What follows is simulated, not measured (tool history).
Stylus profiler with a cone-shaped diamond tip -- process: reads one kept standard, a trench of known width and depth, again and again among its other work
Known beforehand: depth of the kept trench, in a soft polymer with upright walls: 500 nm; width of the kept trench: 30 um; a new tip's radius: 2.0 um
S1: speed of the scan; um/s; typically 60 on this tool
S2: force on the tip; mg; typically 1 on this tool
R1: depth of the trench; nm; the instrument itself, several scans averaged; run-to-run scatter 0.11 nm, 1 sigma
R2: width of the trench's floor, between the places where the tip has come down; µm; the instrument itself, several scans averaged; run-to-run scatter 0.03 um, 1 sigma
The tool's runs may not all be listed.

run 1 hour=0 | S1=60 S2=1 | R1=505.16 R2=26.58
run 2 hour=36.2 | S1=60 S2=1 | R1=505.09 R2=26.62
run 3 hour=78.1 | S1=60 S2=1 | R1=502.89 R2=26.59
run 4 hour=121.5 | S1=60 S2=1 | R1=502.89 R2=26.58
run 5 hour=160 | S1=60 S2=1 | R1=503.04 R2=26.63
run 6 hour=188.5 | S1=60 S2=1 | R1=503.11 R2=26.58
run 7 hour=220.2 | S1=60 S2=0.55 | R1=502.19 R2=26.33
run 8 hour=257.7 | S1=60 S2=1.1 | R1=503.33 R2=26.59
run 9 hour=290.5 | S1=16 S2=1.1 | R1=503.45 R2=26.99
run 10 hour=325.3 | S1=16 S2=1.1 | R1=503.39 R2=26.92
run 11 hour=371.7 | S1=60 S2=0.56 | R1=502.41 R2=26.37
run 12 hour=394.1 | S1=60 S2=0.56 | R1=502.38 R2=26.36
run 13 hour=422.4 | S1=60 S2=0.56 | R1=502.26 R2=26.46
run 14 hour=466.1 | S1=60 S2=0.56 | R1=502.49 R2=26.37
run 15 hour=507.4 | S1=60 S2=1.56 | R1=504.65 R2=26.68
run 16 hour=539.3 | S1=60 S2=1.56 | R1=504.61 R2=26.62
run 17 hour=584.6 | S1=60 S2=1.13 | R1=503.83 R2=26.58
run 18 hour=604.9 | S1=60 S2=1.13 | R1=503.99 R2=26.57
run 19 hour=648.8 | S1=60 S2=1.13 | R1=503.85 R2=26.55
run 20 hour=696.4 | S1=48 S2=0.41 | R1=502.35 R2=26.39
run 21 hour=740 | S1=85 S2=1.43 | R1=504.52 R2=26.44
run 22 hour=784.7 | S1=26 S2=1 | R1=503.68 R2=26.82
run 23 hour=832.3 | S1=68 S2=1 | R1=504.1 R2=26.43
run 24 hour=866.2 | S1=45 S2=0.34 | R1=502.46 R2=26.33
run 25 hour=892.3 | S1=25 S2=0.83 | R1=503.59 R2=26.75
run 26 hour=935 | S1=23 S2=1.76 | R1=505.45 R2=26.89
run 27 hour=966.7 | S1=26 S2=1.29 | R1=504.54 R2=26.79
run 28 hour=1013.3 | S1=30 S2=1.16 | R1=504.6 R2=26.78
run 29 hour=1039.6 | S1=75 S2=0.37 | R1=502.72 R2=25.91
run 30 hour=1083.3 | S1=49 S2=1.78 | R1=505.61 R2=26.62
run 31 hour=1129.8 | S1=49 S2=1.78 | R1=505.81 R2=26.62
run 32 hour=1157.2 | S1=89 S2=2.3 | R1=506.71 R2=26.44
run 33 hour=1188.9 | S1=16 S2=0.71 | R1=503.85 R2=26.79
run 34 hour=1222.7 | S1=19 S2=2.4 | R1=507.18 R2=26.85
run 35 hour=1257.9 | S1=152 S2=1.01 | R1=504.65 R2=25.62

Put back what was entered between runs (1 entry, withheld): which listed runs does each sit between, and how does the hidden state differ from the listed run before to the listed run after?
From run 2 to run 3: height scale calibrated on a step standard (hour 53.1)
  radius of the tip, um: 2.31 -> 2.32; height scale over the true one, %: 0.423 -> -0.01
  what was measured, less what the result would be without the hidden state, R1: +2.13 -> -0.05 nm; R2: -0.22 -> -0.24 µm
